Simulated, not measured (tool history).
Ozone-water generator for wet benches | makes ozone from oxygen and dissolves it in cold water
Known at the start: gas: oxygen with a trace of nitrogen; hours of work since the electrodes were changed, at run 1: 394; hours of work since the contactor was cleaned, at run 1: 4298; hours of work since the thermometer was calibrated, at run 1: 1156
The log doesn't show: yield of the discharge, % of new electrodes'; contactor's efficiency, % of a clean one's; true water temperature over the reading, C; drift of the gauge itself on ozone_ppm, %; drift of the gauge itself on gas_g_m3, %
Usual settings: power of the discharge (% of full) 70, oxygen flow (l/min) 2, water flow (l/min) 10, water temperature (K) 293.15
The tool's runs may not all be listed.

run	hour	power of the discharge (% of full)	oxygen flow (l/min)	water flow (l/min)	water temperature (K)	hours of work since the electrodes were changed	hours of work since the contactor was cleaned	hours of work since the thermometer was calibrated	dissolved ozone (ppm)	ozone in the gas ahead of the water (g/m3)
1	0	70	2	10	293.15	394	4298	1156	17.3	201.6
2	30.1	70	2	10	293.15	424	4327	1185	17.3	200.8
3	62.9	70	2	10	293.15	456	4359	1217	17.4	200.4
4	96.1	70	2	10	293.15	488	4392	1250	17.3	200.3
5	126	70	2	10	292.15	517	4421	1279	17.7	200.7
6	151.2	70	2	10	293.15	542	4445	1303	17.4	202.4
7	183	74	1.98	10	289.15	573	4476	1335	19.1	212.4
8	213.7	79	1.98	7	289.15	603	4506	1364	27.3	220.9
9	231.5	79	1.98	7	289.15	620	4524	1382	27.3	220.5
10	246.2	42	1.49	14	296.15	634	4538	1396	7.4	148.5
11	263	70	1.33	10	291.15	651	4555	1413	15.9	231.7
12	290.8	70	1.33	10	291.15	678	4582	1440	15.7	229.9

3 ways to go on from here, each from the tool as it stands after run 12. What would each give?
A	319.9	40	1.33	10	297.15	706	4610	1468	?	?
B	319.9	70	1.16	14	293.15	706	4610	1468	?	?
C	319.9	70	2.75	10	291.15	706	4610	1468	?	?

run	dissolved ozone (ppm)	ozone in the gas ahead of the water (g/m3)
A	9.5	148.6
B	10.4	243.3
C	19.2	180.6
Without the tool's hidden state the same runs would have given:
run	dissolved ozone (ppm)	ozone in the gas ahead of the water (g/m3)
A	9.5	148.6
B	10.4	243.3
C	19.2	180.6

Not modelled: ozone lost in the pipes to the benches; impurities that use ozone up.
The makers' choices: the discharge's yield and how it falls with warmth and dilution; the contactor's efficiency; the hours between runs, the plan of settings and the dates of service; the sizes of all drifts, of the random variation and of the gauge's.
